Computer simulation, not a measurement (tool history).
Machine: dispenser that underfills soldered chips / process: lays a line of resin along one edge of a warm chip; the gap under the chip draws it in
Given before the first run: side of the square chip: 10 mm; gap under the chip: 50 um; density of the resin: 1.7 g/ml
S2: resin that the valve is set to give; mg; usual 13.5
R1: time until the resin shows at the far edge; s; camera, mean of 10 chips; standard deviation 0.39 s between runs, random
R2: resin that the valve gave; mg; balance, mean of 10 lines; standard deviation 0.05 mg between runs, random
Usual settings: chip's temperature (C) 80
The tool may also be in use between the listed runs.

{"run": 1, "hour": 0.0, "chip's temperature (C)": 80, "S2": 13.5, "R1": 40.9, "R2": 12.68}
{"hour": 5.9, "done": "new syringe of resin"}
{"run": 2, "hour": 15.5, "chip's temperature (C)": 80, "S2": 13.5, "R1": 37.9, "R2": 12.58}
{"hour": 24.0, "done": "new syringe of resin"}
{"run": 3, "hour": 26.8, "chip's temperature (C)": 84, "S2": 13.5, "R1": 24.6, "R2": 12.4}
{"hour": 33.8, "done": "dispensing valve cleaned and set on the balance"}
{"run": 4, "hour": 37.7, "chip's temperature (C)": 84, "S2": 13.5, "R1": 37, "R2": 13.56}
{"hour": 43.2, "done": "new syringe of resin"}
{"run": 5, "hour": 45.3, "chip's temperature (C)": 84, "S2": 13.5, "R1": 23.6, "R2": 13.47}
{"run": 6, "hour": 58.5, "chip's temperature (C)": 80, "S2": 13.5, "R1": 46.6, "R2": 13.35}
{"hour": 60.5, "done": "new syringe of resin"}
{"run": 7, "hour": 67.4, "chip's temperature (C)": 80, "S2": 13.5, "R1": 33.4, "R2": 13.31}
{"hour": 78.3, "done": "new syringe of resin"}
{"run": 8, "hour": 78.3, "chip's temperature (C)": 80, "S2": 13.5, "R1": 25.2, "R2": 13.27}
{"run": 9, "hour": 86.4, "chip's temperature (C)": 77, "S2": 16.8, "R1": 37.9, "R2": 16.37}
{"hour": 96.4, "done": "new syringe of resin"}
{"run": 10, "hour": 102.3, "chip's temperature (C)": 79, "S2": 16.2, "R1": 32.9, "R2": 15.7}
{"hour": 114.2, "done": "new syringe of resin"}
{"run": 11, "hour": 115.1, "chip's temperature (C)": 79, "S2": 16.2, "R1": 27.3, "R2": 15.57}
{"run": 12, "hour": 123.3, "chip's temperature (C)": 78, "S2": 16.2, "R1": 39.1, "R2": 15.47}
{"hour": 131.8, "done": "new syringe of resin"}
{"run": 13, "hour": 133.9, "chip's temperature (C)": 78, "S2": 16.2, "R1": 29.8, "R2": 15.44}
{"run": 14, "hour": 145.8, "chip's temperature (C)": 85, "S2": 14.2, "R1": 38.6, "R2": 13.34}

Consider 5 possible next runs. They are alternatives, not a sequence: every one starts from the tool as it was left by run 14. What does each give?
{"hour": 150.1, "done": "new syringe of resin"}
{"run": "A", "hour": 160.2, "chip's temperature (C)": 79, "S2": 15.4, "R1": "?", "R2": "?"}
{"hour": 150.1, "done": "new syringe of resin"}
{"run": "B", "hour": 160.2, "chip's temperature (C)": 75, "S2": 13.4, "R1": "?", "R2": "?"}
{"hour": 150.1, "done": "new syringe of resin"}
{"run": "C", "hour": 160.2, "chip's temperature (C)": 86, "S2": 14.2, "R1": "?", "R2": "?"}
{"hour": 150.1, "done": "new syringe of resin"}
{"run": "D", "hour": 160.2, "chip's temperature (C)": 82, "S2": 15, "R1": "?", "R2": "?"}
{"hour": 150.1, "done": "new syringe of resin"}
{"run": "E", "hour": 160.2, "chip's temperature (C)": 80, "S2": 12.7, "R1": "?", "R2": "?"}

run=A R1=39.5 R2=14.6
run=B R1=47.7 R2=12.57
run=C R1=30.6 R2=13.29
run=D R1=36.7 R2=14.02
run=E R1=40.1 R2=12.03
With the hidden condition removed and each run's random variation left untouched, the same runs would have given:
run=A R1=24.8 R2=15.5
run=B R1=29.9 R2=13.35
run=C R1=19.2 R2=14.11
run=D R1=23.2 R2=14.88
run=E R1=25.3 R2=12.76
